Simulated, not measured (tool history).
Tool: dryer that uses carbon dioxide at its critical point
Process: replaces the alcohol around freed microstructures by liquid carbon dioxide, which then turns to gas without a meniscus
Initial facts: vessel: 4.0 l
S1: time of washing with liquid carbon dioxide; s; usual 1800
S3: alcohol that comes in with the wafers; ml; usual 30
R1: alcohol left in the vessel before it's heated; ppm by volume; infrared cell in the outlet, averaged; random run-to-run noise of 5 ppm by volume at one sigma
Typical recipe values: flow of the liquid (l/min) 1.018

Run 1, hour 0.0: usual settings. Result: R1 15 ppm by volume.
Run 2, hour 28.6: usual settings. Result: R1 19 ppm by volume.
Run 3, hour 65.6: usual settings. Result: R1 35 ppm by volume.
Run 4, hour 106.8: usual settings. Result: R1 35 ppm by volume.
Run 5, hour 146.5: usual settings but S3 73 ml. Result: R1 51 ppm by volume.
Run 6, hour 206.3: usual settings but S1 2880 s. Result: R1 20 ppm by volume.
At hour 228.7: inlet filter changed.
Run 7, hour 246.6: usual settings but S1 2880 s. Result: R1 28 ppm by volume.
Run 8, hour 278.7: usual settings but S1 2880 s. Result: R1 29 ppm by volume.
Run 9, hour 310.4: usual settings but S3 36 ml. Result: R1 46 ppm by volume.
Run 10, hour 338.6: usual settings but flow of the liquid (l/min) 0.860. Result: R1 66 ppm by volume.
Run 11, hour 381.3: usual settings but flow of the liquid (l/min) 0.860. Result: R1 74 ppm by volume.
Run 12, hour 406.9: usual settings but flow of the liquid (l/min) 0.860. Result: R1 72 ppm by volume.
Run 13, hour 444.6: usual settings. Result: R1 49 ppm by volume.
At hour 472.7: inlet filter changed.
Run 14, hour 483.0: usual settings. Result: R1 52 ppm by volume.
Run 15, hour 536.5: usual settings but flow of the liquid (l/min) 0.800. Result: R1 98 ppm by volume.
Run 16, hour 562.3: usual settings but flow of the liquid (l/min) 0.800. Result: R1 102 ppm by volume.
Run 17, hour 606.5: usual settings but flow of the liquid (l/min) 0.800. Result: R1 106 ppm by volume.
Run 18, hour 643.7: usual settings but flow of the liquid (l/min) 0.800. Result: R1 109 ppm by volume.
Run 19, hour 686.4: usual settings but flow of the liquid (l/min) 0.800. Result: R1 114 ppm by volume.
At hour 716.7: inlet filter changed.
Run 20, hour 728.6: usual settings but flow of the liquid (l/min) 0.900, S3 74 ml. Result: R1 123 ppm by volume.
Run 21, hour 782.2: usual settings but S1 2700 s, flow of the liquid (l/min) 1.570. Result: R1 69 ppm by volume.
Run 22, hour 809.9: usual settings but S1 2460 s, flow of the liquid (l/min) 1.400. Result: R1 73 ppm by volume.
Run 23, hour 844.1: usual settings but S1 2100 s, flow of the liquid (l/min) 1.400, S3 57 ml. Result: R1 75 ppm by volume.
Run 24, hour 902.0: usual settings but S1 1380 s, flow of the liquid (l/min) 0.650, S3 34 ml. Result: R1 464 ppm by volume.
At hour 960.4: inlet filter changed.
Run 25, hour 963.0: usual settings but S1 1920 s, flow of the liquid (l/min) 0.690, S3 22 ml. Result: R1 126 ppm by volume.
Run 26, hour 1001.4: usual settings but S1 2880 s, flow of the liquid (l/min) 1.640. Result: R1 81 ppm by volume.
Run 27, hour 1058.9: usual settings but S1 2520 s, flow of the liquid (l/min) 1.290, S3 69 ml. Result: R1 78 ppm by volume.
Run 28, hour 1097.7: usual settings but S1 2520 s, flow of the liquid (l/min) 1.290, S3 69 ml. Result: R1 91 ppm by volume.
At hour 1123.5: purifier's bed changed.
Run 29, hour 1146.1: usual settings but S1 2520 s, flow of the liquid (l/min) 1.290, S3 69 ml. Result: R1 9 ppm by volume.
Run 30, hour 1171.8: usual settings but S1 1140 s, S3 114 ml. Result: R1 581 ppm by volume.
At hour 1210.6: inlet filter changed.
Run 31, hour 1218.4: usual settings but S1 2040 s. Result: R1 19 ppm by volume.
Run 32, hour 1281.5: usual settings but flow of the liquid (l/min) 0.960. Result: R1 21 ppm by volume.

Run 33 is up next; what results do you expect?
Run 33, hour 1323.3: usual settings but S1 1320 s, flow of the liquid (l/min) 1.020. Result: R1 ?.

{"run 33": {"R1": 95}}
The same run, on a tool lacking any hidden state, would have yielded R1 65 ppm by volume.
